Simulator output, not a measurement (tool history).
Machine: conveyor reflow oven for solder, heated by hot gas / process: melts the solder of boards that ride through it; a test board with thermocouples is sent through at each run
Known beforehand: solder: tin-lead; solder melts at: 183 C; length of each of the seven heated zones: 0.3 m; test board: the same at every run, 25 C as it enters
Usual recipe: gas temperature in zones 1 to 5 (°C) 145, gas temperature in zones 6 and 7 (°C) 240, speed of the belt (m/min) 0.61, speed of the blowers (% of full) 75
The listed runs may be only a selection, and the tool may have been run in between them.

| run | hour | gas temperature in zones 1 to 5 (°C) | gas temperature in zones 6 and 7 (°C) | speed of the belt (m/min) | speed of the blowers (% of full) | highest temperature of the board (°C) | time above the solder's melting point (s) |
|---|---|---|---|---|---|---|---|
| 1 | 0 | 145 | 240 | 0.61 | 75 | 226.8 | 51.8 |
| 2 | 64.8 | 145 | 240 | 0.61 | 75 | 226.8 | 52 |
| 3 | 95.8 | 145 | 240 | 0.61 | 75 | 226.9 | 51.9 |
| 4 | 160.5 | 147 | 240 | 0.61 | 75 | 226.6 | 52.5 |
| 5 | 193.3 | 147 | 240 | 0.61 | 75 | 226.4 | 52.3 |
| 6 | 227 | 145 | 240 | 0.61 | 63 | 223.4 | 50.2 |
|  | 254.2 | flux residue cleaned out of gas plates and filters |
| 7 | 263.5 | 145 | 240 | 0.61 | 63 | 227.2 | 52.2 |
| 8 | 307.8 | 145 | 240 | 0.61 | 75 | 230.2 | 53.7 |
| 9 | 363.3 | 145 | 240 | 0.61 | 75 | 230.3 | 53.5 |
| 10 | 417.7 | 145 | 240 | 0.607 | 75 | 230.5 | 53.8 |
| 11 | 473.6 | 145 | 246 | 0.61 | 75 | 235.2 | 55.6 |
| 12 | 507.2 | 145 | 240 | 0.646 | 75 | 228.6 | 50 |
| 13 | 553.5 | 145 | 240 | 0.646 | 75 | 227.6 | 49.6 |
| 14 | 600.1 | 145 | 240 | 0.646 | 75 | 227.1 | 49.6 |
| 15 | 659.4 | 151 | 240 | 0.61 | 51 | 223.2 | 52.5 |
| 16 | 699.9 | 151 | 240 | 0.61 | 51 | 223.1 | 52.4 |
| 17 | 752.5 | 145 | 243 | 0.692 | 75 | 227.4 | 46.2 |
| 18 | 812.2 | 145 | 243 | 0.692 | 75 | 227.3 | 46.1 |
| 19 | 840.2 | 145 | 234 | 0.61 | 56 | 218.4 | 47.7 |
| 20 | 889.5 | 145 | 234 | 0.61 | 56 | 218.1 | 47.7 |
| 21 | 926.8 | 145 | 234 | 0.61 | 56 | 218.8 | 47.5 |
| 22 | 978.9 | 145 | 234 | 0.61 | 56 | 218.2 | 47.4 |
| 23 | 1009.8 | 143 | 234 | 0.61 | 62 | 219.4 | 47.8 |
| 24 | 1039.1 | 153 | 240 | 0.703 | 50 | 217.5 | 42.6 |
| 25 | 1082.1 | 153 | 240 | 0.703 | 50 | 217.8 | 42.2 |
|  | 1121.5 | flux residue cleaned out of gas plates and filters |
| 26 | 1152.2 | 153 | 254 | 0.68 | 63 | 238.7 | 53.4 |
| 27 | 1215.1 | 153 | 254 | 0.68 | 63 | 238.3 | 53.7 |
| 28 | 1250 | 153 | 254 | 0.68 | 63 | 238.2 | 53.6 |

5 ways to go on from here, each from the tool as it stands after run 28. What would each give?
| A | 1308.9 | 145 | 240 | 0.515 | 75 | ? | ? |
| B | 1308.9 | 138 | 254 | 0.68 | 63 | ? | ? |
| C | 1308.9 | 131 | 251 | 0.525 | 63 | ? | ? |
| D | 1308.9 | 132 | 240 | 0.702 | 84 | ? | ? |
| E | 1308.9 | 153 | 247 | 0.569 | 63 | ? | ? |

| run | highest temperature of the board (°C) | time above the solder's melting point (s) |
|---|---|---|
| A | 235.1 | 66.9 |
| B | 235.9 | 48.7 |
| C | 240.9 | 63.7 |
| D | 226.8 | 43 |
| E | 237.8 | 63.4 |
What these runs would have given with no unlogged condition in the tool:
| run | highest temperature of the board (°C) | time above the solder's melting point (s) |
|---|---|---|
| A | 232.7 | 64.1 |
| B | 233.8 | 46.5 |
| C | 238.5 | 61 |
| D | 225 | 41.1 |
| E | 235.4 | 60.8 |

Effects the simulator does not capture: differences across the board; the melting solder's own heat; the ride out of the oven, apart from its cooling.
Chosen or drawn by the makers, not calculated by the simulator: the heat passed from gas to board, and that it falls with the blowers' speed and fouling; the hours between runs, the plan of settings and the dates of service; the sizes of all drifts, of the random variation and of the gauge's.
